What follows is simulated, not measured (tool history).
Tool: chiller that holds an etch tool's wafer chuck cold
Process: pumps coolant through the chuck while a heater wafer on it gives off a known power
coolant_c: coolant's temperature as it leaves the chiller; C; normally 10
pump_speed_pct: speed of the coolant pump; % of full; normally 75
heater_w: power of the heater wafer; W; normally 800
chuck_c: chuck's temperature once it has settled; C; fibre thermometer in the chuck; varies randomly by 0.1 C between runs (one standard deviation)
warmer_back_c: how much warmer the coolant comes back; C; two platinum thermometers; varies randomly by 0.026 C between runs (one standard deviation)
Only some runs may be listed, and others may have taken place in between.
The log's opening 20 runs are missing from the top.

run	hour	coolant_c	pump_speed_pct	heater_w	hours since the coolant was changed and the channels were flushed	hours since the pump was overhauled	hours since the chiller's thermometer was calibrated	chuck_c	warmer_back_c
21	772.3	5	73	848	2859	2635	1588	12.1	1.85
22	816.3	15	75	1040	2903	2679	1632	23.7	2.22
23	847.1	2	75	1040	2933	2710	1662	10.9	2.25
24	885.7	2	75	1040	2972	2749	1701	10.6	2.25
25	911.5	9	74	1088	2998	2774	1727	18.1	2.40
26	953.3	9	74	1088	3040	2816	1769	18.0	2.36
27	975.0	1	70	1088	3061	2838	1790	10.7	2.53
28	1010.6	1	70	1088	3097	2873	1826	10.4	2.52
29	1039.2	11	65	659	3126	2902	1855	17.0	1.60
30	1090.5	3	70	1160	3177	2953	1906	13.1	2.68
31	1125.4	3	68	654	3212	2988	1941	8.8	1.48

5 ways to go on from here, each from the tool as it stands after run 31. What would each give?
A	1172.8	10	69	1085	3259	3036	1988	?	?
B	1172.8	5	61	654	3259	3036	1988	?	?
C	1172.8	12	91	617	3259	3036	1988	?	?
D	1172.8	10	75	507	3259	3036	1988	?	?
E	1172.8	3	68	576	3259	3036	1988	?	?

run	chuck_c	warmer_back_c
A	19.6	2.54
B	11.4	1.74
C	16.5	0.95
D	14.2	0.95
E	8.0	1.28
With no hidden state in the tool, these same runs would have given:
run	chuck_c	warmer_back_c
A	19.5	2.77
B	11.4	1.97
C	16.5	1.18
D	14.2	1.18
E	8.0	1.51
